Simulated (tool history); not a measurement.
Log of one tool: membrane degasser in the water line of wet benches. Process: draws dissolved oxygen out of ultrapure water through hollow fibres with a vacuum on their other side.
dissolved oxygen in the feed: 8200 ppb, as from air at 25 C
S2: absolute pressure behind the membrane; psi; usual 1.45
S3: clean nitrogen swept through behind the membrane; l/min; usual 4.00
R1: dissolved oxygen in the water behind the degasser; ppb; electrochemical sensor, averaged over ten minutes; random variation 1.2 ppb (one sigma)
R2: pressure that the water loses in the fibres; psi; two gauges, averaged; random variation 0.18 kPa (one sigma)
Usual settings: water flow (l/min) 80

Run 1, hour 0.0: usual settings. Result: R1 306.4 ppb, R2 4.686 psi.
Run 2, hour 208.1: usual settings. Result: R1 306.4 ppb, R2 4.702 psi.
Run 3, hour 369.1: usual settings but water flow (l/min) 49. Result: R1 191.3 ppb, R2 2.862 psi.
Run 4, hour 562.2: usual settings but water flow (l/min) 69. Result: R1 265.9 ppb, R2 3.986 psi.
Run 5, hour 805.1: usual settings. Result: R1 304.4 ppb, R2 4.651 psi.
Run 6, hour 984.0: usual settings. Result: R1 305.2 ppb, R2 4.609 psi.
Run 7, hour 1231.9: usual settings. Result: R1 305.1 ppb, R2 4.625 psi.
At hour 1263.0: seals of the vacuum lines changed.
Run 8, hour 1390.1: usual settings but water flow (l/min) 49. Result: R1 192.0 ppb, R2 2.889 psi.
Run 9, hour 1522.8: usual settings but water flow (l/min) 49. Result: R1 189.9 ppb, R2 2.854 psi.
Run 10, hour 1750.0: usual settings but water flow (l/min) 49, S3 5.82 l/min. Result: R1 135.1 ppb, R2 2.895 psi.
Run 11, hour 1987.1: usual settings but water flow (l/min) 49, S3 5.82 l/min. Result: R1 135.2 ppb, R2 2.835 psi.
At hour 2011.6: vacuum gauge calibrated.
Run 12, hour 2179.5: usual settings but water flow (l/min) 49, S3 5.82 l/min. Result: R1 134.7 ppb, R2 2.872 psi.
Run 13, hour 2384.0: usual settings but water flow (l/min) 49, S3 5.82 l/min. Result: R1 134.3 ppb, R2 2.847 psi.
Run 14, hour 2628.6: usual settings but S2 1.90 psi, S3 3.54 l/min. Result: R1 474.0 ppb, R2 4.680 psi.
Run 15, hour 2768.2: usual settings but S2 1.90 psi, S3 3.54 l/min. Result: R1 474.6 ppb, R2 4.666 psi.
Run 16, hour 3034.2: usual settings but S2 2.76 psi, S3 1.63 l/min. Result: R1 1296.6 ppb, R2 4.646 psi.
Run 17, hour 3263.6: usual settings but S2 1.10 psi, S3 3.21 l/min. Result: R1 243.5 ppb, R2 4.638 psi.
Run 18, hour 3399.7: usual settings but S2 1.10 psi, S3 3.21 l/min. Result: R1 240.9 ppb, R2 4.683 psi.
Run 19, hour 3518.2: usual settings but water flow (l/min) 116, S3 3.03 l/min. Result: R1 535.3 ppb, R2 6.788 psi.
Run 20, hour 3685.8: usual settings but water flow (l/min) 116, S3 3.03 l/min. Result: R1 532.6 ppb, R2 6.736 psi.

3 ways to go on from here, each from the tool as it stands after run 20. What would each give?
Run A, hour 3849.2: usual settings but S3 6.52 l/min. Result: R1 ?, R2 ?.
Run B, hour 3849.2: usual settings but water flow (l/min) 48, S2 1.57 psi, S3 8.48 l/min. Result: R1 ?, R2 ?.
Run C, hour 3849.2: usual settings but water flow (l/min) 82, S2 1.13 psi, S3 2.89 l/min. Result: R1 ?, R2 ?.

run     R1     R2
  A  199.4  4.693
  B  103.5  2.828
  C  280.4  4.811
Without the tool's hidden state the same runs would have given:
run     R1     R2
  A  201.8  4.689
  B  104.8  2.825
  C  283.7  4.805

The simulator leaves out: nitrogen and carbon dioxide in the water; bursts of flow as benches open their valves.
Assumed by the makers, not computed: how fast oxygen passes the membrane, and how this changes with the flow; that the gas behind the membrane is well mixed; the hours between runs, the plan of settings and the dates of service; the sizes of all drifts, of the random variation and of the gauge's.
